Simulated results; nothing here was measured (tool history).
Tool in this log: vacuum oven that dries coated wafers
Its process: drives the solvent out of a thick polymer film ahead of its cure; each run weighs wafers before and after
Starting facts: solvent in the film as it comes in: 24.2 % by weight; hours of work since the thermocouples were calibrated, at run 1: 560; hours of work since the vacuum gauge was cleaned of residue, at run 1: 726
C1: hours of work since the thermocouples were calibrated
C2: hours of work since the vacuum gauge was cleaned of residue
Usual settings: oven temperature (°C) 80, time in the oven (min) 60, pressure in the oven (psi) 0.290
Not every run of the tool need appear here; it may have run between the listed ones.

{"run": 1, "hour": 0.0, "oven temperature (°C)": 80, "time in the oven (min)": 60, "pressure in the oven (psi)": 0.29, "C1": 560, "C2": 726, "solvent left in the film (%)": 2.86}
{"run": 2, "hour": 44.6, "oven temperature (°C)": 80, "time in the oven (min)": 48, "pressure in the oven (psi)": 0.29, "C1": 584, "C2": 749, "solvent left in the film (%)": 3.9}
{"run": 3, "hour": 81.5, "oven temperature (°C)": 80, "time in the oven (min)": 48, "pressure in the oven (psi)": 0.29, "C1": 603, "C2": 769, "solvent left in the film (%)": 3.93}
{"run": 4, "hour": 130.5, "oven temperature (°C)": 85, "time in the oven (min)": 60, "pressure in the oven (psi)": 0.29, "C1": 629, "C2": 795, "solvent left in the film (%)": 1.71}
{"run": 5, "hour": 181.6, "oven temperature (°C)": 85, "time in the oven (min)": 60, "pressure in the oven (psi)": 0.29, "C1": 656, "C2": 822, "solvent left in the film (%)": 1.71}
{"run": 6, "hour": 225.8, "oven temperature (°C)": 91, "time in the oven (min)": 60, "pressure in the oven (psi)": 0.29, "C1": 680, "C2": 845, "solvent left in the film (%)": 0.93}
{"run": 7, "hour": 279.4, "oven temperature (°C)": 80, "time in the oven (min)": 59, "pressure in the oven (psi)": 0.29, "C1": 708, "C2": 874, "solvent left in the film (%)": 3.0}
{"run": 8, "hour": 314.2, "oven temperature (°C)": 80, "time in the oven (min)": 59, "pressure in the oven (psi)": 0.29, "C1": 726, "C2": 892, "solvent left in the film (%)": 2.99}
{"run": 9, "hour": 352.6, "oven temperature (°C)": 80, "time in the oven (min)": 59, "pressure in the oven (psi)": 0.29, "C1": 747, "C2": 912, "solvent left in the film (%)": 3.03}
{"run": 10, "hour": 380.7, "oven temperature (°C)": 80, "time in the oven (min)": 75, "pressure in the oven (psi)": 0.29, "C1": 761, "C2": 927, "solvent left in the film (%)": 2.05}
{"run": 11, "hour": 433.0, "oven temperature (°C)": 80, "time in the oven (min)": 75, "pressure in the oven (psi)": 0.29, "C1": 789, "C2": 955, "solvent left in the film (%)": 2.08}
{"run": 12, "hour": 471.6, "oven temperature (°C)": 69, "time in the oven (min)": 75, "pressure in the oven (psi)": 0.29, "C1": 810, "C2": 975, "solvent left in the film (%)": 5.53}
{"run": 13, "hour": 502.2, "oven temperature (°C)": 69, "time in the oven (min)": 75, "pressure in the oven (psi)": 0.29, "C1": 826, "C2": 991, "solvent left in the film (%)": 5.58}
{"run": 14, "hour": 534.2, "oven temperature (°C)": 69, "time in the oven (min)": 30, "pressure in the oven (psi)": 0.29, "C1": 843, "C2": 1008, "solvent left in the film (%)": 11.6}
{"run": 15, "hour": 559.2, "oven temperature (°C)": 80, "time in the oven (min)": 38, "pressure in the oven (psi)": 0.29, "C1": 856, "C2": 1021, "solvent left in the film (%)": 5.49}
{"run": 16, "hour": 591.9, "oven temperature (°C)": 80, "time in the oven (min)": 38, "pressure in the oven (psi)": 0.29, "C1": 873, "C2": 1039, "solvent left in the film (%)": 5.53}
{"run": 17, "hour": 624.6, "oven temperature (°C)": 80, "time in the oven (min)": 38, "pressure in the oven (psi)": 0.29, "C1": 890, "C2": 1056, "solvent left in the film (%)": 5.56}
{"run": 18, "hour": 668.0, "oven temperature (°C)": 80, "time in the oven (min)": 92, "pressure in the oven (psi)": 0.29, "C1": 913, "C2": 1079, "solvent left in the film (%)": 1.65}
{"run": 19, "hour": 705.1, "oven temperature (°C)": 80, "time in the oven (min)": 45, "pressure in the oven (psi)": 0.29, "C1": 933, "C2": 1099, "solvent left in the film (%)": 4.55}
{"run": 20, "hour": 756.0, "oven temperature (°C)": 80, "time in the oven (min)": 75, "pressure in the oven (psi)": 0.29, "C1": 960, "C2": 1125, "solvent left in the film (%)": 2.17}
{"run": 21, "hour": 798.5, "oven temperature (°C)": 80, "time in the oven (min)": 75, "pressure in the oven (psi)": 0.29, "C1": 982, "C2": 1148, "solvent left in the film (%)": 2.19}
{"hour": 840.1, "done": "oven's thermocouples calibrated"}
{"run": 22, "hour": 848.1, "oven temperature (°C)": 80, "time in the oven (min)": 60, "pressure in the oven (psi)": 0.29, "C1": 4, "C2": 1173, "solvent left in the film (%)": 2.61}
{"run": 23, "hour": 902.6, "oven temperature (°C)": 78, "time in the oven (min)": 60, "pressure in the oven (psi)": 0.29, "C1": 33, "C2": 1202, "solvent left in the film (%)": 3.12}
{"run": 24, "hour": 937.6, "oven temperature (°C)": 77, "time in the oven (min)": 60, "pressure in the oven (psi)": 0.21, "C1": 52, "C2": 1220, "solvent left in the film (%)": 3.28}
{"run": 25, "hour": 996.1, "oven temperature (°C)": 76, "time in the oven (min)": 92, "pressure in the oven (psi)": 0.265, "C1": 82, "C2": 1251, "solvent left in the film (%)": 1.99}
{"run": 26, "hour": 1030.6, "oven temperature (°C)": 80, "time in the oven (min)": 56, "pressure in the oven (psi)": 0.991, "C1": 101, "C2": 1270, "solvent left in the film (%)": 4.64}
{"run": 27, "hour": 1073.3, "oven temperature (°C)": 80, "time in the oven (min)": 56, "pressure in the oven (psi)": 0.991, "C1": 123, "C2": 1292, "solvent left in the film (%)": 4.72}
{"run": 28, "hour": 1103.2, "oven temperature (°C)": 80, "time in the oven (min)": 56, "pressure in the oven (psi)": 0.991, "C1": 139, "C2": 1308, "solvent left in the film (%)": 4.71}
{"run": 29, "hour": 1146.6, "oven temperature (°C)": 90, "time in the oven (min)": 53, "pressure in the oven (psi)": 0.263, "C1": 162, "C2": 1331, "solvent left in the film (%)": 1.15}
{"run": 30, "hour": 1189.9, "oven temperature (°C)": 95, "time in the oven (min)": 54, "pressure in the oven (psi)": 0.706, "C1": 185, "C2": 1354, "solvent left in the film (%)": 1.36}
{"run": 31, "hour": 1219.8, "oven temperature (°C)": 82, "time in the oven (min)": 47, "pressure in the oven (psi)": 0.29, "C1": 201, "C2": 1370, "solvent left in the film (%)": 3.27}
{"run": 32, "hour": 1271.9, "oven temperature (°C)": 92, "time in the oven (min)": 48, "pressure in the oven (psi)": 0.989, "C1": 228, "C2": 1397, "solvent left in the film (%)": 2.34}
{"run": 33, "hour": 1319.2, "oven temperature (°C)": 90, "time in the oven (min)": 59, "pressure in the oven (psi)": 0.989, "C1": 253, "C2": 1422, "solvent left in the film (%)": 2.32}
{"run": 34, "hour": 1376.6, "oven temperature (°C)": 71, "time in the oven (min)": 84, "pressure in the oven (psi)": 0.351, "C1": 284, "C2": 1452, "solvent left in the film (%)": 4.16}
{"run": 35, "hour": 1420.3, "oven temperature (°C)": 75, "time in the oven (min)": 77, "pressure in the oven (psi)": 0.437, "C1": 307, "C2": 1476, "solvent left in the film (%)": 3.58}
{"run": 36, "hour": 1462.0, "oven temperature (°C)": 80, "time in the oven (min)": 35, "pressure in the oven (psi)": 0.178, "C1": 329, "C2": 1498, "solvent left in the film (%)": 5.47}
{"run": 37, "hour": 1518.5, "oven temperature (°C)": 80, "time in the oven (min)": 35, "pressure in the oven (psi)": 0.178, "C1": 359, "C2": 1527, "solvent left in the film (%)": 5.46}
{"run": 38, "hour": 1545.9, "oven temperature (°C)": 72, "time in the oven (min)": 35, "pressure in the oven (psi)": 0.325, "C1": 373, "C2": 1542, "solvent left in the film (%)": 9.17}
{"run": 39, "hour": 1579.5, "oven temperature (°C)": 79, "time in the oven (min)": 47, "pressure in the oven (psi)": 0.325, "C1": 391, "C2": 1560, "solvent left in the film (%)": 4.46}
{"run": 40, "hour": 1624.5, "oven temperature (°C)": 79, "time in the oven (min)": 77, "pressure in the oven (psi)": 0.325, "C1": 415, "C2": 1583, "solvent left in the film (%)": 2.25}
{"run": 41, "hour": 1655.4, "oven temperature (°C)": 79, "time in the oven (min)": 77, "pressure in the oven (psi)": 0.325, "C1": 431, "C2": 1600, "solvent left in the film (%)": 2.3}
{"run": 42, "hour": 1690.3, "oven temperature (°C)": 71, "time in the oven (min)": 44, "pressure in the oven (psi)": 0.615, "C1": 449, "C2": 1618, "solvent left in the film (%)": 8.95}
{"run": 43, "hour": 1737.1, "oven temperature (°C)": 71, "time in the oven (min)": 44, "pressure in the oven (psi)": 0.615, "C1": 474, "C2": 1643, "solvent left in the film (%)": 9.02}
{"run": 44, "hour": 1777.7, "oven temperature (°C)": 71, "time in the oven (min)": 103, "pressure in the oven (psi)": 0.29, "C1": 496, "C2": 1664, "solvent left in the film (%)": 3.15}
{"run": 45, "hour": 1831.3, "oven temperature (°C)": 87, "time in the oven (min)": 74, "pressure in the oven (psi)": 0.162, "C1": 524, "C2": 1693, "solvent left in the film (%)": 0.85}
{"run": 46, "hour": 1856.5, "oven temperature (°C)": 80, "time in the oven (min)": 106, "pressure in the oven (psi)": 0.812, "C1": 537, "C2": 1706, "solvent left in the film (%)": 2.86}

What differs in the tool's unlogged condition from the final listed run ahead of each entry between runs to the first listed run following it?
In the gap between runs 21 and 22: oven's thermocouples calibrated (hour 840.1)
  true wafer temperature over the reading, C: -1.97 -> -0.07; true pressure over the reading, kPa: 0.438 -> 0.448
  measured value less the no-hidden-state value, solvent left in the film (%): +0.56 -> +0.19

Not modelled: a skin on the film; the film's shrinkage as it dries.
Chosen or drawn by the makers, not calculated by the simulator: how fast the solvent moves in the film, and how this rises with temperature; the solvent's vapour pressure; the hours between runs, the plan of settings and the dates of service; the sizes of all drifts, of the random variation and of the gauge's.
